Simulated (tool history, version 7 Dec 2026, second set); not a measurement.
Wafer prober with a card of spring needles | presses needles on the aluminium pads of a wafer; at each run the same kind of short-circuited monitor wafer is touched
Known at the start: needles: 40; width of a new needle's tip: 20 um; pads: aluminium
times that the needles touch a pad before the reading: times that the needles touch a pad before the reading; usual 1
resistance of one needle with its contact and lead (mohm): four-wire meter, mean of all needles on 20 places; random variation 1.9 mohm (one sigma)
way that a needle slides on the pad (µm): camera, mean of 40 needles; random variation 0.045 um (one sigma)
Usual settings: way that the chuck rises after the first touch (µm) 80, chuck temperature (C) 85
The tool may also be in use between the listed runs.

run,hour,way that the chuck rises after the first touch (µm),chuck temperature (C),times that the needles touch a pad before the reading,resistance of one needle with its contact and lead (mohm),way that a needle slides on the pad (µm)
1,0,80,85,1,204,10.76
# hour 1.7: tips cleaned on abrasive film
# hour 9.2: tips cleaned on abrasive film
# hour 16.9: tips cleaned on abrasive film
# hour 25.1: tips cleaned on abrasive film
2,28.9,80,85,1,202,10.76
# hour 32.2: tips cleaned on abrasive film
# hour 39.9: tips cleaned on abrasive film
# hour 47.5: tips cleaned on abrasive film
# hour 55.3: tips cleaned on abrasive film
3,57.9,80,85,1,201,10.8
# hour 62.8: tips cleaned on abrasive film
# hour 70.5: tips cleaned on abrasive film
# hour 78.1: tips cleaned on abrasive film
# hour 78.4: height of the first contact set anew
# hour 85: tips cleaned on abrasive film
4,85,80,85,1,200,10.77
# hour 92.8: tips cleaned on abrasive film
# hour 100.7: tips cleaned on abrasive film
5,105.2,80,30,1,189,10.78
# hour 108.3: tips cleaned on abrasive film
# hour 116.2: tips cleaned on abrasive film
# hour 124.1: tips cleaned on abrasive film
6,126.8,80,85,1,204,10.79
# hour 131.1: tips cleaned on abrasive film
# hour 139.2: tips cleaned on abrasive film
7,145.4,80,85,1,203,10.74
# hour 147.1: tips cleaned on abrasive film
# hour 154.9: tips cleaned on abrasive film
8,158.4,80,85,1,202,10.8
# hour 162.7: tips cleaned on abrasive film
# hour 170.6: tips cleaned on abrasive film
9,175.5,80,85,1,201,10.77
# hour 178.7: tips cleaned on abrasive film
# hour 186.8: tips cleaned on abrasive film
# hour 193.6: tips cleaned on abrasive film
10,193.6,80,85,1,203,10.8
# hour 201.7: tips cleaned on abrasive film
# hour 209.4: tips cleaned on abrasive film
11,210.2,80,85,1,201,10.75
# hour 216.5: tips cleaned on abrasive film
# hour 224.5: tips cleaned on abrasive film
# hour 231.8: tips cleaned on abrasive film
12,237,80,85,1,203,10.78
# hour 238.7: tips cleaned on abrasive film
# hour 246.6: tips cleaned on abrasive film
# hour 254.5: tips cleaned on abrasive film
# hour 261.1: tips cleaned on abrasive film
13,261.4,80,85,1,203,10.7
# hour 267.9: tips cleaned on abrasive film
# hour 276: tips cleaned on abrasive film
# hour 284: tips cleaned on abrasive film
14,284,80,85,1,200,10.85
# hour 291.9: tips cleaned on abrasive film
# hour 300: tips cleaned on abrasive film
# hour 308.2: tips cleaned on abrasive film
15,311.7,80,40,1,195,10.83
# hour 314.9: tips cleaned on abrasive film
# hour 322.7: tips cleaned on abrasive film
16,329,79,88,1,203,10.7
# hour 330.7: tips cleaned on abrasive film
# hour 338.9: tips cleaned on abrasive film
17,343.9,79,88,1,205,10.71
# hour 345.6: tips cleaned on abrasive film
# hour 353.6: tips cleaned on abrasive film
18,358.2,100,27,1,189,13.61
# hour 361.4: tips cleaned on abrasive film
# hour 369.3: tips cleaned on abrasive film
# hour 375.8: tips cleaned on abrasive film
19,379.7,95,85,2,205,12.79
# hour 383: tips cleaned on abrasive film
# hour 389.9: tips cleaned on abrasive film
# hour 397.6: tips cleaned on abrasive film
20,397.6,71,60,2,199,9.62
# hour 405.7: tips cleaned on abrasive film
21,411,71,60,2,198,9.64
# hour 412.6: tips cleaned on abrasive film
# hour 420.4: tips cleaned on abrasive film
# hour 428.5: tips cleaned on abrasive film
# hour 435.8: tips cleaned on abrasive film
22,435.8,71,60,2,196,9.75
# hour 443.8: tips cleaned on abrasive film
# hour 448.7: height of the first contact set anew
# hour 452: tips cleaned on abrasive film
23,457.6,75,32,2,192,10.18
# hour 459.3: tips cleaned on abrasive film
# hour 467.2: tips cleaned on abrasive film
# hour 475.4: tips cleaned on abrasive film
24,481.5,63,30,2,192,8.57
# hour 483.3: tips cleaned on abrasive film
# hour 491.3: tips cleaned on abrasive film
25,497.6,80,76,1,198,10.81
# hour 499.3: tips cleaned on abrasive film
# hour 507.4: tips cleaned on abrasive film
# hour 515.5: tips cleaned on abrasive film
26,518.7,70,85,1,203,9.55
# hour 523.6: tips cleaned on abrasive film
# hour 531.5: tips cleaned on abrasive film
# hour 539.4: tips cleaned on abrasive film
27,540.1,70,85,1,206,9.6
# hour 546.1: tips cleaned on abrasive film
# hour 554.2: tips cleaned on abrasive film
# hour 562.3: tips cleaned on abrasive film
28,567.5,69,42,2,195,9.47
# hour 569.1: tips cleaned on abrasive film
# hour 576.9: tips cleaned on abrasive film
# hour 584.8: tips cleaned on abrasive film
# hour 592.9: tips cleaned on abrasive film
29,594.5,69,42,2,191,9.42

Hidden state or all else? Some run-to-run changes of way that a needle slides on the pad (µm), split into what the settings, what came in and random variation would give without the hidden state, and what is left for the hidden state (with any gauge scatter that isn't in both results):
The hidden state here: debris on the tips, nm; way that the needles fall short of the set height, um; tips' diameter, um; drift of the gauge itself on contact_mohm, %; drift of the gauge itself on scrub_um, %.
Run 17 -> 18: way that the chuck rises after the first touch (µm) 79 -> 100, chuck temperature (C) 88 -> 27, tips cleaned on abrasive film, tips cleaned on abrasive film. way that a needle slides on the pad (µm) +2.9: hidden state +0.04, all else +2.86.
Run 19 -> 20: way that the chuck rises after the first touch (µm) 95 -> 71, chuck temperature (C) 85 -> 60, tips cleaned on abrasive film, tips cleaned on abrasive film, tips cleaned on abrasive film. way that a needle slides on the pad (µm) -3.17: hidden state -0.04, all else -3.13.
Run 24 -> 25: way that the chuck rises after the first touch (µm) 63 -> 80, chuck temperature (C) 30 -> 76, times that the needles touch a pad before the reading 2 -> 1, tips cleaned on abrasive film, tips cleaned on abrasive film. way that a needle slides on the pad (µm) +2.24: hidden state +0.06, all else +2.18.
